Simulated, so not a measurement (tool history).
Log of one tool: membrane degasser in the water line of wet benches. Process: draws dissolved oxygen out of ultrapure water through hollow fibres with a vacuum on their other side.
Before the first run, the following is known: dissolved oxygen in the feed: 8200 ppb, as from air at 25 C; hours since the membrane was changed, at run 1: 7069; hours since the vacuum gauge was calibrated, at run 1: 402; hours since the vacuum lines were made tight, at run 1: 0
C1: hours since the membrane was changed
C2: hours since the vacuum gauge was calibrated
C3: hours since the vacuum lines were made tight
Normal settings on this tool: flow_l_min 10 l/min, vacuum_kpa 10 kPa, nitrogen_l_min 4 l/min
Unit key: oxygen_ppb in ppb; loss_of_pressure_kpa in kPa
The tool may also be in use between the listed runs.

Run 1, hour 0: usual settings; C1 7069; C2 402; C3 0. Result: oxygen_ppb 44.6 ppb, loss_of_pressure_kpa 49.59 kPa.
Run 2, hour 140.2: usual settings but nitrogen_l_min 1.97 l/min; C1 7209; C2 542; C3 140. Result: oxygen_ppb 89.4 ppb, loss_of_pressure_kpa 49.9 kPa.
Run 3, hour 313.6: usual settings but nitrogen_l_min 1.97 l/min; C1 7382; C2 716; C3 314. Result: oxygen_ppb 87.7 ppb, loss_of_pressure_kpa 50 kPa.
Run 4, hour 514.6: usual settings but vacuum_kpa 6.1 kPa, nitrogen_l_min 1.97 l/min; C1 7583; C2 917; C3 515. Result: oxygen_ppb 39.9 ppb, loss_of_pressure_kpa 50.07 kPa.
Run 5, hour 658.7: usual settings but vacuum_kpa 6.1 kPa, nitrogen_l_min 1.97 l/min; C1 7727; C2 1061; C3 659. Result: oxygen_ppb 39.3 ppb, loss_of_pressure_kpa 49.64 kPa.
Run 6, hour 820: usual settings; C1 7889; C2 1222; C3 820. Result: oxygen_ppb 45.5 ppb, loss_of_pressure_kpa 49.88 kPa.
Run 7, hour 959.9: usual settings but vacuum_kpa 23.4 kPa; C1 8028; C2 1362; C3 960. Result: oxygen_ppb 127.3 ppb, loss_of_pressure_kpa 50 kPa.
Run 8, hour 1046.2: usual settings but vacuum_kpa 23.4 kPa; C1 8115; C2 1448; C3 1046. Result: oxygen_ppb 128.2 ppb, loss_of_pressure_kpa 50.1 kPa.
Run 9, hour 1231.5: usual settings but vacuum_kpa 6.3 kPa; C1 8300; C2 1634; C3 1232. Result: oxygen_ppb 23.1 ppb, loss_of_pressure_kpa 49.99 kPa.
Run 10, hour 1378.3: usual settings but vacuum_kpa 6.3 kPa; C1 8447; C2 1780; C3 1378. Result: oxygen_ppb 23.7 ppb, loss_of_pressure_kpa 50 kPa.
At hour 1396.5: vacuum gauge calibrated.
Run 11, hour 1500.5: usual settings but flow_l_min 15 l/min; C1 8569; C2 104; C3 1500. Result: oxygen_ppb 80.7 ppb, loss_of_pressure_kpa 74.81 kPa.
Run 12, hour 1648.3: usual settings but flow_l_min 15 l/min; C1 8716; C2 252; C3 1648. Result: oxygen_ppb 78.8 ppb, loss_of_pressure_kpa 75.42 kPa.
At hour 1805.1: vacuum gauge calibrated, once more.
Run 13, hour 1805.3: usual settings; C1 8873; C2 0; C3 1804. Result: oxygen_ppb 45.3 ppb, loss_of_pressure_kpa 49.81 kPa.
Run 14, hour 1905.6: usual settings but flow_l_min 12 l/min; C1 8973; C2 100; C3 1905. Result: oxygen_ppb 58 ppb, loss_of_pressure_kpa 60 kPa.
Run 15, hour 2020.3: usual settings but flow_l_min 12 l/min; C1 9088; C2 215; C3 2019. Result: oxygen_ppb 57 ppb, loss_of_pressure_kpa 59.93 kPa.
Run 16, hour 2199.8: usual settings but flow_l_min 7 l/min; C1 9267; C2 395; C3 2199. Result: oxygen_ppb 30.5 ppb, loss_of_pressure_kpa 34.88 kPa.
Run 17, hour 2382.3: usual settings but flow_l_min 6 l/min, vacuum_kpa 8.6 kPa, nitrogen_l_min 4.21 l/min; C1 9450; C2 577; C3 2381. Result: oxygen_ppb 19.9 ppb, loss_of_pressure_kpa 30.12 kPa.
Run 18, hour 2576.3: usual settings but flow_l_min 6 l/min, vacuum_kpa 8.6 kPa, nitrogen_l_min 4.21 l/min; C1 9644; C2 771; C3 2575. Result: oxygen_ppb 19.7 ppb, loss_of_pressure_kpa 30.06 kPa.
Run 19, hour 2719.3: usual settings but flow_l_min 8 l/min, vacuum_kpa 6.9 kPa, nitrogen_l_min 7.05 l/min; C1 9787; C2 914; C3 2718. Result: oxygen_ppb 12 ppb, loss_of_pressure_kpa 40.13 kPa.
Run 20, hour 2923.3: usual settings but flow_l_min 16 l/min, vacuum_kpa 13.8 kPa, nitrogen_l_min 7.05 l/min; C1 9991; C2 1118; C3 2922. Result: oxygen_ppb 81.2 ppb, loss_of_pressure_kpa 80.76 kPa.
Run 21, hour 3039.8: usual settings but vacuum_kpa 6.7 kPa; C1 10107; C2 1235; C3 3039. Result: oxygen_ppb 26.2 ppb, loss_of_pressure_kpa 50.67 kPa.
Run 22, hour 3249.5: usual settings but vacuum_kpa 6.7 kPa; C1 10317; C2 1444; C3 3248. Result: oxygen_ppb 25.7 ppb, loss_of_pressure_kpa 50.15 kPa.
Run 23, hour 3441.2: usual settings but vacuum_kpa 6.7 kPa; C1 10509; C2 1636; C3 3440. Result: oxygen_ppb 25.7 ppb, loss_of_pressure_kpa 50.3 kPa.
Run 24, hour 3587.4: usual settings but vacuum_kpa 6.7 kPa; C1 10655; C2 1782; C3 3586. Result: oxygen_ppb 26.2 ppb, loss_of_pressure_kpa 50.46 kPa.
Run 25, hour 3744: usual settings but vacuum_kpa 6 kPa, nitrogen_l_min 6.88 l/min; C1 10812; C2 1939; C3 3743. Result: oxygen_ppb 14.3 ppb, loss_of_pressure_kpa 50.48 kPa.
Run 26, hour 3948: usual settings but flow_l_min 12 l/min; C1 11016; C2 2143; C3 3947. Result: oxygen_ppb 59.9 ppb, loss_of_pressure_kpa 60.74 kPa.
Run 27, hour 4152.2: usual settings but flow_l_min 12 l/min; C1 11220; C2 2347; C3 4151. Result: oxygen_ppb 58.1 ppb, loss_of_pressure_kpa 60.62 kPa.
Run 28, hour 4344.7: usual settings but flow_l_min 15 l/min, vacuum_kpa 9.2 kPa; C1 11412; C2 2540; C3 4344. Result: oxygen_ppb 73.8 ppb, loss_of_pressure_kpa 76.21 kPa.
Run 29, hour 4518.8: usual settings but flow_l_min 15 l/min, vacuum_kpa 9.2 kPa; C1 11586; C2 2714; C3 4518. Result: oxygen_ppb 75.3 ppb, loss_of_pressure_kpa 76.59 kPa.
Run 30, hour 4633.3: usual settings but flow_l_min 7 l/min, vacuum_kpa 23.7 kPa, nitrogen_l_min 6.42 l/min; C1 11701; C2 2828; C3 4632. Result: oxygen_ppb 60.9 ppb, loss_of_pressure_kpa 35.57 kPa.
Run 31, hour 4839.7: usual settings but flow_l_min 16 l/min, vacuum_kpa 10.2 kPa, nitrogen_l_min 4.94 l/min; C1 11907; C2 3035; C3 4839. Result: oxygen_ppb 78.4 ppb, loss_of_pressure_kpa 82.11 kPa.

The logged runs with the hidden state left out (each run's random variation unchanged):
Hidden conditions of the tool in this case: membrane still open, %; true pressure behind the membrane over the reading, kPa; air that leaks in behind the membrane, l/min; drift of the gauge itself on oxygen_ppb, %; drift of the gauge itself on loss_of_pressure_kpa, %.
run  oxygen_ppb  loss_of_pressure_kpa
  1        43.7                 47.65
  2        88.3                 47.91
  3        86.5                 47.96
  4        38.5                 47.97
  5        37.8                 47.51
  6        44.1                 47.71
  7       125.2                 47.79
  8       126.1                 47.86
  9        21.6                 47.71
 10        22.1                 47.67
 11        75.2                 71.27
 12        73.3                  71.8
 13        44.1                 47.36
 14        55.7                 57.03
 15        54.6                 56.92
 16        29.8                  33.1
 17        19.4                 28.55
 18        19.1                 28.46
 19        11.3                 37.98
 20        74.4                 76.32
 21        24.5                 47.86
 22        23.9                  47.3
 23        23.8                  47.4
 24        24.3                  47.5
 25        12.6                 47.48
 26        55.8                 57.08
 27          54                 56.89
 28        66.7                 71.45
 29        67.9                 71.72
 30        57.6                 33.28
 31        69.6                 76.76

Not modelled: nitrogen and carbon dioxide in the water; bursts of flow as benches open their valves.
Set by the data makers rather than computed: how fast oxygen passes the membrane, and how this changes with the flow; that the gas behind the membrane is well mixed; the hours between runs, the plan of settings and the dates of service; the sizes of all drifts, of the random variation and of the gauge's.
